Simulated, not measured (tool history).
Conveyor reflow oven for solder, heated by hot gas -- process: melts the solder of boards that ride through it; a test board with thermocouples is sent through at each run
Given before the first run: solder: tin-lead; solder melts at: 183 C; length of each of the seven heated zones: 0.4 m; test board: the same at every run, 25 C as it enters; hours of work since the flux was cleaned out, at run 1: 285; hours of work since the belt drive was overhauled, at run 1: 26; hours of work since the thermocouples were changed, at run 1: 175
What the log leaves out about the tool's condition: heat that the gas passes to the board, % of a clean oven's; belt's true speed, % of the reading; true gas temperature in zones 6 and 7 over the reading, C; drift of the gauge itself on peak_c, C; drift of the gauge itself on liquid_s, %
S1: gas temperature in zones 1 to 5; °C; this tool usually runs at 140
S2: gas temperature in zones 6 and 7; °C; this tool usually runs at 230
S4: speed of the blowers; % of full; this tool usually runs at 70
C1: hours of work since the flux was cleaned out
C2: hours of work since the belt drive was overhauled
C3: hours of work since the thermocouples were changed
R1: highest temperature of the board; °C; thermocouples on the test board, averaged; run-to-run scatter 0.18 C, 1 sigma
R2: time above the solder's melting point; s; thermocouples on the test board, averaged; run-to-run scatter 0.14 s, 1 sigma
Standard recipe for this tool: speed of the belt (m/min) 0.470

{"run": 1, "hour": 0.0, "S1": 140, "S2": 230, "speed of the belt (m/min)": 0.47, "S4": 70, "C1": 285, "C2": 26, "C3": 175, "R1": 214.6, "R2": 75.3}
{"run": 2, "hour": 9.1, "S1": 132, "S2": 230, "speed of the belt (m/min)": 0.47, "S4": 70, "C1": 289, "C2": 30, "C3": 179, "R1": 213.2, "R2": 69.7}
{"run": 3, "hour": 20.5, "S1": 132, "S2": 230, "speed of the belt (m/min)": 0.47, "S4": 70, "C1": 295, "C2": 36, "C3": 185, "R1": 213.6, "R2": 69.9}
{"hour": 31.7, "done": "flux residue cleaned out of gas plates and filters"}
{"run": 4, "hour": 34.4, "S1": 140, "S2": 230, "speed of the belt (m/min)": 0.47, "S4": 70, "C1": 1, "C2": 40, "C3": 189, "R1": 215.7, "R2": 76.9}
{"run": 5, "hour": 44.8, "S1": 140, "S2": 224, "speed of the belt (m/min)": 0.47, "S4": 70, "C1": 6, "C2": 46, "C3": 194, "R1": 210.3, "R2": 71.3}
{"run": 6, "hour": 51.1, "S1": 140, "S2": 230, "speed of the belt (m/min)": 0.47, "S4": 65, "C1": 9, "C2": 49, "C3": 197, "R1": 214.6, "R2": 75.1}
{"run": 7, "hour": 60.1, "S1": 140, "S2": 230, "speed of the belt (m/min)": 0.47, "S4": 65, "C1": 14, "C2": 53, "C3": 202, "R1": 214.8, "R2": 75.2}
{"run": 8, "hour": 66.0, "S1": 140, "S2": 230, "speed of the belt (m/min)": 0.47, "S4": 70, "C1": 17, "C2": 56, "C3": 205, "R1": 215.7, "R2": 76.9}
{"run": 9, "hour": 75.2, "S1": 140, "S2": 230, "speed of the belt (m/min)": 0.47, "S4": 70, "C1": 21, "C2": 60, "C3": 209, "R1": 215.6, "R2": 76.7}
{"run": 10, "hour": 81.9, "S1": 140, "S2": 234, "speed of the belt (m/min)": 0.47, "S4": 70, "C1": 25, "C2": 64, "C3": 213, "R1": 219.3, "R2": 80.3}
{"run": 11, "hour": 93.9, "S1": 140, "S2": 234, "speed of the belt (m/min)": 0.47, "S4": 70, "C1": 30, "C2": 70, "C3": 218, "R1": 219.0, "R2": 80.0}
{"run": 12, "hour": 104.4, "S1": 140, "S2": 230, "speed of the belt (m/min)": 0.47, "S4": 60, "C1": 36, "C2": 75, "C3": 224, "R1": 213.4, "R2": 73.4}
{"run": 13, "hour": 114.4, "S1": 140, "S2": 230, "speed of the belt (m/min)": 0.47, "S4": 60, "C1": 40, "C2": 80, "C3": 228, "R1": 213.2, "R2": 73.3}
{"run": 14, "hour": 125.6, "S1": 140, "S2": 230, "speed of the belt (m/min)": 0.47, "S4": 60, "C1": 46, "C2": 85, "C3": 234, "R1": 213.2, "R2": 73.2}
{"run": 15, "hour": 136.2, "S1": 140, "S2": 230, "speed of the belt (m/min)": 0.47, "S4": 60, "C1": 51, "C2": 90, "C3": 239, "R1": 213.4, "R2": 73.0}
{"hour": 141.2, "done": "belt drive overhauled, speed set with a stopwatch"}
{"run": 16, "hour": 148.2, "S1": 140, "S2": 230, "speed of the belt (m/min)": 0.47, "S4": 79, "C1": 55, "C2": 3, "C3": 243, "R1": 217.2, "R2": 78.9}
{"run": 17, "hour": 158.7, "S1": 125, "S2": 230, "speed of the belt (m/min)": 0.553, "S4": 57, "C1": 60, "C2": 9, "C3": 248, "R1": 203.2, "R2": 43.1}
{"run": 18, "hour": 164.0, "S1": 125, "S2": 230, "speed of the belt (m/min)": 0.553, "S4": 57, "C1": 63, "C2": 11, "C3": 251, "R1": 203.4, "R2": 42.9}
{"run": 19, "hour": 175.8, "S1": 129, "S2": 229, "speed of the belt (m/min)": 0.47, "S4": 70, "C1": 69, "C2": 17, "C3": 257, "R1": 212.8, "R2": 68.4}
{"run": 20, "hour": 181.2, "S1": 140, "S2": 243, "speed of the belt (m/min)": 0.47, "S4": 73, "C1": 71, "C2": 20, "C3": 259, "R1": 227.4, "R2": 87.1}
{"run": 21, "hour": 190.9, "S1": 140, "S2": 243, "speed of the belt (m/min)": 0.47, "S4": 73, "C1": 76, "C2": 24, "C3": 264, "R1": 227.7, "R2": 87.1}
{"hour": 198.8, "done": "belt drive overhauled, speed set with a stopwatch, once more"}
{"run": 22, "hour": 206.7, "S1": 140, "S2": 227, "speed of the belt (m/min)": 0.47, "S4": 75, "C1": 82, "C2": 4, "C3": 270, "R1": 213.7, "R2": 74.7}
{"run": 23, "hour": 212.1, "S1": 149, "S2": 230, "speed of the belt (m/min)": 0.52, "S4": 78, "C1": 84, "C2": 7, "C3": 272, "R1": 215.5, "R2": 73.3}
{"run": 24, "hour": 218.5, "S1": 134, "S2": 220, "speed of the belt (m/min)": 0.47, "S4": 54, "C1": 88, "C2": 10, "C3": 276, "R1": 202.1, "R2": 53.4}
{"run": 25, "hour": 223.8, "S1": 140, "S2": 234, "speed of the belt (m/min)": 0.489, "S4": 70, "C1": 90, "C2": 12, "C3": 278, "R1": 217.6, "R2": 75.3}
{"run": 26, "hour": 229.4, "S1": 140, "S2": 234, "speed of the belt (m/min)": 0.489, "S4": 70, "C1": 93, "C2": 15, "C3": 281, "R1": 217.5, "R2": 75.0}
{"run": 27, "hour": 240.1, "S1": 142, "S2": 227, "speed of the belt (m/min)": 0.47, "S4": 70, "C1": 98, "C2": 20, "C3": 286, "R1": 213.1, "R2": 75.0}
{"run": 28, "hour": 249.4, "S1": 142, "S2": 227, "speed of the belt (m/min)": 0.47, "S4": 70, "C1": 103, "C2": 25, "C3": 291, "R1": 212.9, "R2": 74.6}
{"run": 29, "hour": 256.3, "S1": 135, "S2": 230, "speed of the belt (m/min)": 0.47, "S4": 51, "C1": 106, "C2": 28, "C3": 294, "R1": 209.3, "R2": 65.1}
{"run": 30, "hour": 266.0, "S1": 140, "S2": 230, "speed of the belt (m/min)": 0.389, "S4": 89, "C1": 111, "C2": 33, "C3": 299, "R1": 222.6, "R2": 103.4}

Measured minus without-hidden-state, run by run (identical run-to-run variation in each term; gauge scatter may differ):
run=1 R1=-1.9 R2=-2.4
run=2 R1=-2.0 R2=-2.8
run=3 R1=-2.1 R2=-2.8
run=4 R1=-0.8 R2=-0.8
run=5 R1=-0.8 R2=-0.9
run=6 R1=-0.9 R2=-0.8
run=7 R1=-0.8 R2=-0.9
run=8 R1=-0.9 R2=-0.8
run=9 R1=-0.9 R2=-0.9
run=10 R1=-0.9 R2=-0.8
run=11 R1=-0.9 R2=-0.9
run=12 R1=-0.9 R2=-1.0
run=13 R1=-0.9 R2=-1.0
run=14 R1=-1.0 R2=-1.1
run=15 R1=-1.1 R2=-1.1
run=16 R1=-1.1 R2=-0.9
run=17 R1=-1.1 R2=-1.5
run=18 R1=-1.1 R2=-1.5
run=19 R1=-1.2 R2=-1.3
run=20 R1=-1.2 R2=-0.7
run=21 R1=-1.2 R2=-0.7
run=22 R1=-1.2 R2=-1.4
run=23 R1=-1.2 R2=-1.2
run=24 R1=-1.2 R2=-2.1
run=25 R1=-1.3 R2=-1.2
run=26 R1=-1.3 R2=-1.2
run=27 R1=-1.3 R2=-1.5
run=28 R1=-1.3 R2=-1.5
run=29 R1=-1.3 R2=-1.7
run=30 R1=-1.3 R2=-1.1

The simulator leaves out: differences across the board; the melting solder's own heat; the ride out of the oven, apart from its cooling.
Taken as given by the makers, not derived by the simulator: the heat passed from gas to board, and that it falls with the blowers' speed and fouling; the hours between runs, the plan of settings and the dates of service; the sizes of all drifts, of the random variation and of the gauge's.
